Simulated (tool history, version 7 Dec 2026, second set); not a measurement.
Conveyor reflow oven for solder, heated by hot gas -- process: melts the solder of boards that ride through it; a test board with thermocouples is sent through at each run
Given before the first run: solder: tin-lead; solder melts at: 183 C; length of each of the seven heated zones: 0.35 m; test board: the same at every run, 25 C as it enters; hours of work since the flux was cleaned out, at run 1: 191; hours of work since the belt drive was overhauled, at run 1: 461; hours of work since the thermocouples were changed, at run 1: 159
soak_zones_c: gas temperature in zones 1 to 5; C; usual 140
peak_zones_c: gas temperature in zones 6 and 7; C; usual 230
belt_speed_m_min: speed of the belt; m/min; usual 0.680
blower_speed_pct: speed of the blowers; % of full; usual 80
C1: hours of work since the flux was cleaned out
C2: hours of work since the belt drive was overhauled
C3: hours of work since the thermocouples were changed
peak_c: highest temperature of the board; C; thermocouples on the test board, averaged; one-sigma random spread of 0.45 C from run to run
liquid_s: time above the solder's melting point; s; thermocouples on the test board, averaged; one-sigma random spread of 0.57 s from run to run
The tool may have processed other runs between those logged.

{"run": 1, "hour": 0.0, "soak_zones_c": 140, "peak_zones_c": 230, "belt_speed_m_min": 0.68, "blower_speed_pct": 80, "C1": 191, "C2": 461, "C3": 159, "peak_c": 213.3, "liquid_s": 44.6}
{"run": 2, "hour": 4.2, "soak_zones_c": 140, "peak_zones_c": 230, "belt_speed_m_min": 0.68, "blower_speed_pct": 80, "C1": 193, "C2": 463, "C3": 161, "peak_c": 213.1, "liquid_s": 44.8}
{"run": 3, "hour": 12.1, "soak_zones_c": 140, "peak_zones_c": 230, "belt_speed_m_min": 0.68, "blower_speed_pct": 80, "C1": 197, "C2": 466, "C3": 165, "peak_c": 213.5, "liquid_s": 44.0}
{"run": 4, "hour": 20.5, "soak_zones_c": 140, "peak_zones_c": 230, "belt_speed_m_min": 0.68, "blower_speed_pct": 80, "C1": 201, "C2": 470, "C3": 169, "peak_c": 213.3, "liquid_s": 44.1}
{"run": 5, "hour": 27.6, "soak_zones_c": 140, "peak_zones_c": 230, "belt_speed_m_min": 0.68, "blower_speed_pct": 80, "C1": 204, "C2": 474, "C3": 172, "peak_c": 213.4, "liquid_s": 46.0}
{"run": 6, "hour": 36.4, "soak_zones_c": 131, "peak_zones_c": 230, "belt_speed_m_min": 0.68, "blower_speed_pct": 80, "C1": 208, "C2": 478, "C3": 177, "peak_c": 211.2, "liquid_s": 40.8}
{"run": 7, "hour": 42.5, "soak_zones_c": 131, "peak_zones_c": 230, "belt_speed_m_min": 0.68, "blower_speed_pct": 80, "C1": 211, "C2": 481, "C3": 179, "peak_c": 211.3, "liquid_s": 41.2}
{"run": 8, "hour": 48.2, "soak_zones_c": 140, "peak_zones_c": 230, "belt_speed_m_min": 0.68, "blower_speed_pct": 80, "C1": 214, "C2": 483, "C3": 182, "peak_c": 213.4, "liquid_s": 45.0}
{"run": 9, "hour": 55.4, "soak_zones_c": 153, "peak_zones_c": 230, "belt_speed_m_min": 0.68, "blower_speed_pct": 80, "C1": 217, "C2": 487, "C3": 185, "peak_c": 216.2, "liquid_s": 50.7}
{"run": 10, "hour": 60.9, "soak_zones_c": 153, "peak_zones_c": 230, "belt_speed_m_min": 0.68, "blower_speed_pct": 80, "C1": 220, "C2": 489, "C3": 188, "peak_c": 215.5, "liquid_s": 51.3}
{"run": 11, "hour": 68.2, "soak_zones_c": 153, "peak_zones_c": 230, "belt_speed_m_min": 0.68, "blower_speed_pct": 80, "C1": 223, "C2": 493, "C3": 192, "peak_c": 215.5, "liquid_s": 50.4}
{"hour": 73.7, "done": "flux residue cleaned out of gas plates and filters"}
{"run": 12, "hour": 81.5, "soak_zones_c": 153, "peak_zones_c": 230, "belt_speed_m_min": 0.563, "blower_speed_pct": 80, "C1": 4, "C2": 497, "C3": 195, "peak_c": 219.8, "liquid_s": 65.4}
{"run": 13, "hour": 89.7, "soak_zones_c": 153, "peak_zones_c": 230, "belt_speed_m_min": 0.563, "blower_speed_pct": 80, "C1": 8, "C2": 501, "C3": 199, "peak_c": 219.6, "liquid_s": 65.8}
{"run": 14, "hour": 97.1, "soak_zones_c": 153, "peak_zones_c": 230, "belt_speed_m_min": 0.563, "blower_speed_pct": 80, "C1": 11, "C2": 504, "C3": 203, "peak_c": 219.6, "liquid_s": 64.4}
{"run": 15, "hour": 103.4, "soak_zones_c": 153, "peak_zones_c": 230, "belt_speed_m_min": 0.563, "blower_speed_pct": 80, "C1": 14, "C2": 507, "C3": 206, "peak_c": 219.8, "liquid_s": 65.2}
{"run": 16, "hour": 111.2, "soak_zones_c": 153, "peak_zones_c": 228, "belt_speed_m_min": 0.795, "blower_speed_pct": 80, "C1": 18, "C2": 511, "C3": 209, "peak_c": 209.1, "liquid_s": 39.3}
{"run": 17, "hour": 116.2, "soak_zones_c": 141, "peak_zones_c": 230, "belt_speed_m_min": 0.68, "blower_speed_pct": 80, "C1": 20, "C2": 513, "C3": 212, "peak_c": 212.8, "liquid_s": 44.6}
{"run": 18, "hour": 125.7, "soak_zones_c": 140, "peak_zones_c": 230, "belt_speed_m_min": 0.819, "blower_speed_pct": 80, "C1": 25, "C2": 518, "C3": 216, "peak_c": 207.0, "liquid_s": 31.2}
{"hour": 135.8, "done": "flux residue cleaned out of gas plates and filters, once more"}
{"run": 19, "hour": 140.6, "soak_zones_c": 132, "peak_zones_c": 234, "belt_speed_m_min": 0.819, "blower_speed_pct": 80, "C1": 2, "C2": 522, "C3": 221, "peak_c": 210.7, "liquid_s": 33.2}
{"run": 20, "hour": 150.7, "soak_zones_c": 132, "peak_zones_c": 234, "belt_speed_m_min": 0.819, "blower_speed_pct": 80, "C1": 7, "C2": 527, "C3": 226, "peak_c": 210.0, "liquid_s": 33.7}
{"run": 21, "hour": 156.9, "soak_zones_c": 140, "peak_zones_c": 244, "belt_speed_m_min": 0.68, "blower_speed_pct": 78, "C1": 10, "C2": 530, "C3": 229, "peak_c": 227.1, "liquid_s": 52.9}
{"run": 22, "hour": 162.6, "soak_zones_c": 140, "peak_zones_c": 230, "belt_speed_m_min": 0.806, "blower_speed_pct": 80, "C1": 13, "C2": 533, "C3": 231, "peak_c": 209.8, "liquid_s": 34.6}
{"run": 23, "hour": 171.5, "soak_zones_c": 140, "peak_zones_c": 239, "belt_speed_m_min": 0.806, "blower_speed_pct": 80, "C1": 17, "C2": 537, "C3": 235, "peak_c": 216.7, "liquid_s": 38.8}
{"run": 24, "hour": 181.0, "soak_zones_c": 140, "peak_zones_c": 242, "belt_speed_m_min": 0.68, "blower_speed_pct": 80, "C1": 21, "C2": 541, "C3": 240, "peak_c": 225.4, "liquid_s": 52.6}
{"run": 25, "hour": 188.3, "soak_zones_c": 140, "peak_zones_c": 231, "belt_speed_m_min": 0.673, "blower_speed_pct": 60, "C1": 25, "C2": 545, "C3": 243, "peak_c": 211.0, "liquid_s": 43.6}
{"run": 26, "hour": 196.4, "soak_zones_c": 140, "peak_zones_c": 239, "belt_speed_m_min": 0.591, "blower_speed_pct": 60, "C1": 29, "C2": 548, "C3": 247, "peak_c": 222.0, "liquid_s": 59.0}
{"run": 27, "hour": 203.2, "soak_zones_c": 140, "peak_zones_c": 226, "belt_speed_m_min": 0.703, "blower_speed_pct": 81, "C1": 32, "C2": 552, "C3": 250, "peak_c": 210.3, "liquid_s": 40.5}
{"run": 28, "hour": 209.9, "soak_zones_c": 155, "peak_zones_c": 236, "belt_speed_m_min": 0.703, "blower_speed_pct": 81, "C1": 35, "C2": 555, "C3": 254, "peak_c": 222.5, "liquid_s": 53.4}

Take each entry between the runs: how does the hidden state at the last listed run before it differ from the hidden state at the first listed run after it?
Between runs 11 and 12: flux residue cleaned out of gas plates and filters (hour 73.7)
  heat that the gas passes to the board, % of a clean oven's: 91.8 -> 90.7; belt's true speed, % of the reading: 98.49 -> 98.48; true gas temperature in zones 6 and 7 over the reading, C: -0.83 -> -0.84
  difference, measured minus the result without the unlogged condition, peak_c: -2.1 -> -2.0 C; liquid_s: -0.7 -> -0.3 s
Between runs 18 and 19: flux residue cleaned out of gas plates and filters, once more (hour 135.8)
  heat that the gas passes to the board, % of a clean oven's: 90 -> 99.5; belt's true speed, % of the reading: 98.42 -> 98.41; true gas temperature in zones 6 and 7 over the reading, C: -0.9 -> -0.91
  difference, measured minus the result without the unlogged condition, peak_c: -3.2 -> -0.2 C; liquid_s: -2.3 -> +0.5 s

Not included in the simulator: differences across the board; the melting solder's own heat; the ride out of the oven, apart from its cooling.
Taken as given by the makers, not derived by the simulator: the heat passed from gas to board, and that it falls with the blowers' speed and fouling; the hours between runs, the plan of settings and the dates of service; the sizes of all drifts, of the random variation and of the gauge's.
